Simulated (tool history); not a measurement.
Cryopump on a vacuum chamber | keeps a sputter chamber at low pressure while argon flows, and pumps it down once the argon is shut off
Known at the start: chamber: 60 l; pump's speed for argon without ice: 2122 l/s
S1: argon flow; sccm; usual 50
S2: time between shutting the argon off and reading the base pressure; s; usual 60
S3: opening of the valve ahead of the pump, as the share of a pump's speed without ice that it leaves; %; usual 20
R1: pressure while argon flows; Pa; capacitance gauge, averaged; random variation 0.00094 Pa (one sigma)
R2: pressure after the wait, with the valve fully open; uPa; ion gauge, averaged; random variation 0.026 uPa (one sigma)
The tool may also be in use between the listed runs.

Run 1, hour 0.0: usual settings. Result: R1 0.2008 Pa, R2 1.36 uPa.
Run 2, hour 50.9: usual settings. Result: R1 0.1992 Pa, R2 1.38 uPa.
Run 3, hour 104.2: usual settings. Result: R1 0.2006 Pa, R2 1.44 uPa.
Run 4, hour 148.4: usual settings but S3 39 %. Result: R1 0.1048 Pa, R2 1.43 uPa.
Run 5, hour 203.2: usual settings but S3 39 %. Result: R1 0.1039 Pa, R2 1.45 uPa.
Run 6, hour 240.9: usual settings but S3 39 %. Result: R1 0.1052 Pa, R2 1.44 uPa.
Run 7, hour 280.9: usual settings but S3 39 %. Result: R1 0.1049 Pa, R2 1.45 uPa.
Run 8, hour 325.9: usual settings. Result: R1 0.2029 Pa, R2 1.46 uPa.
Run 9, hour 366.9: usual settings but S3 35 %. Result: R1 0.1179 Pa, R2 1.49 uPa.
Run 10, hour 419.2: usual settings but S3 35 %. Result: R1 0.1196 Pa, R2 1.50 uPa.
Run 11, hour 459.5: usual settings but S3 35 %. Result: R1 0.1187 Pa, R2 1.52 uPa.
Run 12, hour 495.0: usual settings but S3 35 %. Result: R1 0.1213 Pa, R2 1.52 uPa.
Run 13, hour 524.7: usual settings but S2 62 s. Result: R1 0.2057 Pa, R2 1.41 uPa.
Run 14, hour 563.0: usual settings but S2 39 s. Result: R1 0.2078 Pa, R2 2.02 uPa.
Run 15, hour 616.9: usual settings but S2 39 s. Result: R1 0.2074 Pa, R2 2.06 uPa.
Run 16, hour 651.8: usual settings but S2 58 s. Result: R1 0.2079 Pa, R2 1.59 uPa.
Run 17, hour 711.7: usual settings but S1 32 sccm. Result: R1 0.1340 Pa, R2 1.53 uPa.
Run 18, hour 772.1: usual settings but S1 21 sccm. Result: R1 0.0886 Pa, R2 1.57 uPa.
Run 19, hour 804.6: usual settings but S1 23 sccm, S2 154 s, S3 31 %. Result: R1 0.0645 Pa, R2 1.01 uPa.
Run 20, hour 858.1: usual settings but S1 31 sccm, S2 231 s. Result: R1 0.1313 Pa, R2 0.91 uPa.
Run 21, hour 895.5: usual settings but S1 67 sccm, S2 27 s, S3 23 %. Result: R1 0.2484 Pa, R2 2.84 uPa.
At hour 928.9: pump warmed up, emptied and cooled again.
Run 22, hour 954.1: usual settings but S1 67 sccm, S2 27 s, S3 18 %. Result: R1 0.2974 Pa, R2 2.63 uPa.
Run 23, hour 981.8: usual settings but S1 67 sccm, S2 27 s, S3 18 %. Result: R1 0.2956 Pa, R2 2.68 uPa.
Run 24, hour 1011.0: usual settings but S1 26 sccm, S2 67 s, S3 34 %. Result: R1 0.0621 Pa, R2 1.37 uPa.
Run 25, hour 1066.5: usual settings but S1 26 sccm, S2 67 s, S3 34 %. Result: R1 0.0622 Pa, R2 1.42 uPa.
Run 26, hour 1098.8: usual settings but S1 23 sccm, S2 27 s, S3 15 %. Result: R1 0.1239 Pa, R2 2.67 uPa.
Run 27, hour 1144.9: usual settings but S1 28 sccm, S2 27 s, S3 15 %. Result: R1 0.1506 Pa, R2 2.73 uPa.
Run 28, hour 1196.0: usual settings but S1 28 sccm, S2 27 s, S3 15 %. Result: R1 0.1510 Pa, R2 2.70 uPa.
Run 29, hour 1236.2: usual settings but S1 28 sccm, S2 27 s, S3 15 %. Result: R1 0.1520 Pa, R2 2.75 uPa.
Run 30, hour 1273.7: usual settings but S2 21 s. Result: R1 0.2059 Pa, R2 3.23 uPa.
Run 31, hour 1316.3: usual settings but S2 21 s. Result: R1 0.2022 Pa, R2 3.39 uPa.
Run 32, hour 1351.7: usual settings but S2 21 s. Result: R1 0.2051 Pa, R2 3.41 uPa.
Run 33, hour 1406.7: usual settings but S1 57 sccm, S3 18 %. Result: R1 0.2579 Pa, R2 1.59 uPa.
Run 34, hour 1439.6: usual settings but S1 40 sccm, S2 63 s, S3 24 %. Result: R1 0.1394 Pa, R2 1.53 uPa.
Run 35, hour 1463.8: usual settings but S1 79 sccm, S2 163 s, S3 53 %. Result: R1 0.1298 Pa, R2 1.03 uPa.

Forecast each of these 3 alternatives for the next run:
Run A, hour 1518.9: usual settings but S1 79 sccm, S2 285 s, S3 17 %. Result: R1 ?, R2 ?.
Run B, hour 1518.9: usual settings but S1 43 sccm, S2 39 s, S3 42 %. Result: R1 ?, R2 ?.
Run C, hour 1518.9: usual settings but S1 79 sccm, S2 106 s. Result: R1 ?, R2 ?.

run      R1    R2
  A  0.3856  0.90
  B  0.0890  2.15
  C  0.3288  1.22
Without the tool's hidden state the same runs would have given:
run      R1    R2
  A  0.3726  0.37
  B  0.0820  1.62
  C  0.3159  0.69

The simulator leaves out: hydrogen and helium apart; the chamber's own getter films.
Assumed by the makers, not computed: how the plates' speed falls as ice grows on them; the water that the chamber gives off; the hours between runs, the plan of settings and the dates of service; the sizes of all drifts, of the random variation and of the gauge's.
